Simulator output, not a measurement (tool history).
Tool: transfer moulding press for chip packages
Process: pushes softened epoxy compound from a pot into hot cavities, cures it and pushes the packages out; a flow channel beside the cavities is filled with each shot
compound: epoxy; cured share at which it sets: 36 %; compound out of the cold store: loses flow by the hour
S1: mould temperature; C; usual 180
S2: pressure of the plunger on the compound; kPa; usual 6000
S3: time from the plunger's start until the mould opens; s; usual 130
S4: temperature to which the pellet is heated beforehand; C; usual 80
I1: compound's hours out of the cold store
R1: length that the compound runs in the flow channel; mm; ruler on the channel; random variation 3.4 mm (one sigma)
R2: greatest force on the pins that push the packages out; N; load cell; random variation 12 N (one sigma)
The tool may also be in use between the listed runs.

Run 1, hour 0: usual settings; I1 20.6. Result: R1 838 mm, R2 854 N.
Run 2, hour 13.1: usual settings; I1 13.4. Result: R1 857 mm, R2 925 N.
Run 3, hour 30.5: usual settings; I1 18.9. Result: R1 838 mm, R2 909 N.
Run 4, hour 39: usual settings; I1 25.6. Result: R1 817 mm, R2 942 N.
Run 5, hour 48: usual settings but S3 128 s; I1 12.3. Result: R1 857 mm, R2 995 N.
At hour 52.1: cavities cleaned with cleaning compound and waxed.
Run 6, hour 67.4: usual settings; I1 46.6. Result: R1 768 mm, R2 590 N.
Run 7, hour 77.8: usual settings; I1 16.1. Result: R1 843 mm, R2 660 N.
Run 8, hour 90: usual settings but S3 161 s; I1 16.1. Result: R1 843 mm, R2 588 N.
Run 9, hour 99.3: usual settings but S4 85 C; I1 19. Result: R1 826 mm, R2 732 N.
Run 10, hour 112: usual settings but S4 85 C; I1 33.3. Result: R1 796 mm, R2 749 N.
Run 11, hour 122.8: usual settings but S4 85 C; I1 38.3. Result: R1 785 mm, R2 791 N.
Run 12, hour 135.2: usual settings but S4 75 C; I1 25.4. Result: R1 813 mm, R2 841 N.
Run 13, hour 154.6: usual settings but S4 75 C; I1 28.2. Result: R1 805 mm, R2 880 N.

Hidden state or all else? Some run-to-run changes of R1, split into what the settings, what came in and random variation would give without the hidden state, and what is left for the hidden state (with any gauge scatter that isn't in both results):
The hidden state here: true mould temperature over the reading, C; pressure that reaches the compound, % of what is set; grip of the stained cavities, % over clean ones'; drift of the gauge itself on flow_mm, %; drift of the gauge itself on push_out_n, %.
Run 5 -> 6: S3 128 -> 130, cavities cleaned with cleaning compound and waxed. R1 -89 mm: hidden state +0, all else -89.
Run 11 -> 12: S4 85 -> 75. R1 +28 mm: hidden state -3, all else +31.
